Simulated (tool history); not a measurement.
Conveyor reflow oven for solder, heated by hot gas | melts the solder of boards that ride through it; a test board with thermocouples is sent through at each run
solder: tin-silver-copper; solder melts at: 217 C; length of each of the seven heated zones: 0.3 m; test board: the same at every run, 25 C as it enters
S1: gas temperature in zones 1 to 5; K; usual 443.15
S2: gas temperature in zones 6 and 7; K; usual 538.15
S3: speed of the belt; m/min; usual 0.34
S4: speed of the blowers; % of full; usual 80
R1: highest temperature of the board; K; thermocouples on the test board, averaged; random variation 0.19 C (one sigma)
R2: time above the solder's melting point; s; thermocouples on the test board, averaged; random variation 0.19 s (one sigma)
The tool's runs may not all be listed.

{"run": 1, "day": 0.0, "S1": 443.15, "S2": 538.15, "S3": 0.34, "S4": 80, "R1": 527.25, "R2": 81.6}
{"run": 2, "day": 1.233, "S1": 443.15, "S2": 538.15, "S3": 0.375, "S4": 80, "R1": 524.25, "R2": 70.9}
{"run": 3, "day": 2.696, "S1": 443.15, "S2": 538.15, "S3": 0.375, "S4": 80, "R1": 524.45, "R2": 70.7}
{"run": 4, "day": 5.442, "S1": 443.15, "S2": 538.15, "S3": 0.375, "S4": 80, "R1": 524.75, "R2": 70.3}
{"run": 5, "day": 7.367, "S1": 443.15, "S2": 538.15, "S3": 0.34, "S4": 80, "R1": 526.75, "R2": 81.3}
{"run": 6, "day": 8.958, "S1": 443.15, "S2": 529.15, "S3": 0.34, "S4": 80, "R1": 519.05, "R2": 73.5}
{"run": 7, "day": 10.138, "S1": 443.15, "S2": 529.15, "S3": 0.34, "S4": 80, "R1": 518.35, "R2": 73.6}
{"run": 8, "day": 12.817, "S1": 443.15, "S2": 538.15, "S3": 0.34, "S4": 80, "R1": 526.55, "R2": 80.8}
{"run": 9, "day": 14.854, "S1": 443.15, "S2": 538.15, "S3": 0.34, "S4": 80, "R1": 526.55, "R2": 80.9}
{"run": 10, "day": 17.408, "S1": 443.15, "S2": 538.15, "S3": 0.34, "S4": 80, "R1": 526.45, "R2": 80.8}
{"run": 11, "day": 19.346, "S1": 443.15, "S2": 538.15, "S3": 0.34, "S4": 80, "R1": 526.15, "R2": 80.7}
{"run": 12, "day": 20.479, "S1": 443.15, "S2": 538.15, "S3": 0.34, "S4": 80, "R1": 526.05, "R2": 80.5}
{"run": 13, "day": 22.696, "S1": 443.15, "S2": 538.15, "S3": 0.34, "S4": 80, "R1": 526.15, "R2": 80.7}
{"run": 14, "day": 24.767, "S1": 428.15, "S2": 538.15, "S3": 0.34, "S4": 80, "R1": 524.25, "R2": 72.3}
{"run": 15, "day": 25.912, "S1": 428.15, "S2": 538.15, "S3": 0.34, "S4": 80, "R1": 523.95, "R2": 72.2}
{"day": 27.775, "done": "flux residue cleaned out of gas plates and filters"}
{"run": 16, "day": 27.95, "S1": 443.15, "S2": 536.15, "S3": 0.289, "S4": 80, "R1": 528.15, "R2": 100.3}
{"run": 17, "day": 30.271, "S1": 443.15, "S2": 536.15, "S3": 0.289, "S4": 80, "R1": 528.25, "R2": 100.3}
{"run": 18, "day": 31.538, "S1": 443.15, "S2": 533.15, "S3": 0.34, "S4": 80, "R1": 522.05, "R2": 77.9}
{"run": 19, "day": 32.754, "S1": 443.15, "S2": 533.15, "S3": 0.34, "S4": 80, "R1": 521.95, "R2": 77.5}
{"run": 20, "day": 34.904, "S1": 443.15, "S2": 538.15, "S3": 0.34, "S4": 55, "R1": 519.05, "R2": 70}
{"run": 21, "day": 37.258, "S1": 429.15, "S2": 546.15, "S3": 0.301, "S4": 54, "R1": 527.05, "R2": 83.6}
{"run": 22, "day": 38.688, "S1": 429.15, "S2": 539.15, "S3": 0.301, "S4": 73, "R1": 526.75, "R2": 87.3}
{"run": 23, "day": 40.7, "S1": 429.15, "S2": 539.15, "S3": 0.301, "S4": 73, "R1": 527.15, "R2": 87.3}
{"run": 24, "day": 43.188, "S1": 429.15, "S2": 541.15, "S3": 0.409, "S4": 73, "R1": 518.85, "R2": 52.7}
{"run": 25, "day": 45.383, "S1": 443.15, "S2": 538.15, "S3": 0.34, "S4": 51, "R1": 516.55, "R2": 66.4}
{"run": 26, "day": 47.225, "S1": 443.15, "S2": 538.15, "S3": 0.34, "S4": 51, "R1": 516.55, "R2": 66.3}
{"run": 27, "day": 48.804, "S1": 443.15, "S2": 538.15, "S3": 0.34, "S4": 51, "R1": 515.95, "R2": 66.1}
{"run": 28, "day": 50.246, "S1": 443.15, "S2": 538.15, "S3": 0.34, "S4": 51, "R1": 516.15, "R2": 66.1}
{"run": 29, "day": 51.767, "S1": 430.15, "S2": 542.15, "S3": 0.393, "S4": 53, "R1": 511.45, "R2": 44.4}

Hidden state or all else? Some run-to-run changes of R1, split into what the settings, what came in and random variation would give without the hidden state, and what is left for the hidden state (with any gauge scatter that isn't in both results):
The hidden state here: heat that the gas passes to the board, % of a clean oven's; belt's true speed, % of the reading; true gas temperature in zones 6 and 7 over the reading, C; drift of the gauge itself on peak_c, C; drift of the gauge itself on liquid_s, %.
Run 7 -> 8: S2 529.15 -> 538.15. R1 +8.2 K: hidden state -0.2, all else +8.4.
Run 13 -> 14: S1 443.15 -> 428.15. R1 -1.9 K: hidden state -0.3, all else -1.6.
Run 15 -> 16: S1 428.15 -> 443.15, S2 538.15 -> 536.15, S3 0.34 -> 0.289, flux residue cleaned out of gas plates and filters. R1 +4.2 K: hidden state +1, all else +3.2.
Run 23 -> 24: S2 539.15 -> 541.15, S3 0.301 -> 0.409. R1 -8.3 K: hidden state -0.1, all else -8.2.
